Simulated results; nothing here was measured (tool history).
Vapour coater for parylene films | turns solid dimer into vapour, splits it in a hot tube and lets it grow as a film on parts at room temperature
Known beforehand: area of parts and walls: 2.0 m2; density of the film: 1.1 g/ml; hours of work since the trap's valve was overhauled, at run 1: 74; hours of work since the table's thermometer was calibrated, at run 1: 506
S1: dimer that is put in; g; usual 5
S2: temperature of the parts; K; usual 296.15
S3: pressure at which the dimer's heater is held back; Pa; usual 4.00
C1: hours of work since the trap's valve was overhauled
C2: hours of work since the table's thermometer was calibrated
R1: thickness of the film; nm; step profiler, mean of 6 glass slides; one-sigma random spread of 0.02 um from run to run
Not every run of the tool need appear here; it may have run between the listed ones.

| run | hour | S1 | S2 | S3 | C1 | C2 | R1 |
|---|---|---|---|---|---|---|---|
| 1 | 0.0 | 5 | 296.15 | 4.00 | 74 | 506 | 1700 |
| 2 | 12.6 | 5 | 296.15 | 4.00 | 82 | 513 | 1680 |
| 3 | 28.3 | 5 | 296.15 | 4.00 | 91 | 523 | 1680 |
| 4 | 50.3 | 5 | 301.15 | 4.00 | 105 | 536 | 1430 |
| 5 | 77.3 | 5 | 301.15 | 4.00 | 121 | 552 | 1410 |
| 6 | 91.4 | 5 | 301.15 | 4.00 | 129 | 561 | 1460 |
| 7 | 120.5 | 5 | 301.15 | 4.00 | 147 | 578 | 1420 |
| 8 | 147.1 | 9 | 301.15 | 4.00 | 163 | 594 | 2560 |
| 9 | 166.1 | 4 | 301.15 | 4.00 | 174 | 606 | 1130 |
|  | 168.8 | table's thermometer calibrated |
| 10 | 184.7 | 4 | 301.15 | 4.00 | 185 | 10 | 1160 |
| 11 | 197.3 | 5 | 296.15 | 4.00 | 192 | 17 | 1670 |
| 12 | 211.8 | 5 | 300.15 | 4.00 | 201 | 26 | 1460 |
| 13 | 242.5 | 5 | 298.15 | 4.33 | 219 | 44 | 1540 |
| 14 | 273.0 | 3 | 307.15 | 7.56 | 238 | 63 | 680 |
| 15 | 299.1 | 2 | 291.15 | 7.56 | 253 | 78 | 680 |
| 16 | 312.6 | 3 | 302.15 | 8.12 | 262 | 87 | 810 |
| 17 | 326.1 | 3 | 301.15 | 9.42 | 270 | 95 | 800 |
|  | 349.0 | table's thermometer calibrated, once more |
| 18 | 349.0 | 3 | 301.15 | 9.42 | 283 | 0 | 780 |
| 19 | 375.0 | 3 | 301.15 | 9.42 | 299 | 16 | 770 |
| 20 | 405.1 | 5 | 289.15 | 5.93 | 317 | 34 | 1900 |
| 21 | 428.1 | 7 | 298.15 | 4.97 | 330 | 48 | 2100 |
| 22 | 441.3 | 7 | 298.15 | 4.97 | 338 | 56 | 2020 |
| 23 | 471.2 | 7 | 298.15 | 4.97 | 356 | 73 | 2040 |

Table of differences, measured result less the result of that run with no hidden state. Run-to-run variation is the same in both. Gauge scatter possibly is not:
Unlogged tool condition in this case: vapour lost through the trap's worn valve, %; true temperature of the parts over the reading, C; drift of the gauge itself on film_um, %.
| run | R1 |
|---|---|
| 1 | -10 |
| 2 | -20 |
| 3 | -20 |
| 4 | -20 |
| 5 | -20 |
| 6 | -20 |
| 7 | -30 |
| 8 | -60 |
| 9 | -30 |
| 10 | -30 |
| 11 | -40 |
| 12 | -40 |
| 13 | -50 |
| 14 | -20 |
| 15 | -30 |
| 16 | -40 |
| 17 | -30 |
| 18 | -50 |
| 19 | -40 |
| 20 | -120 |
| 21 | -140 |
| 22 | -150 |
| 23 | -150 |
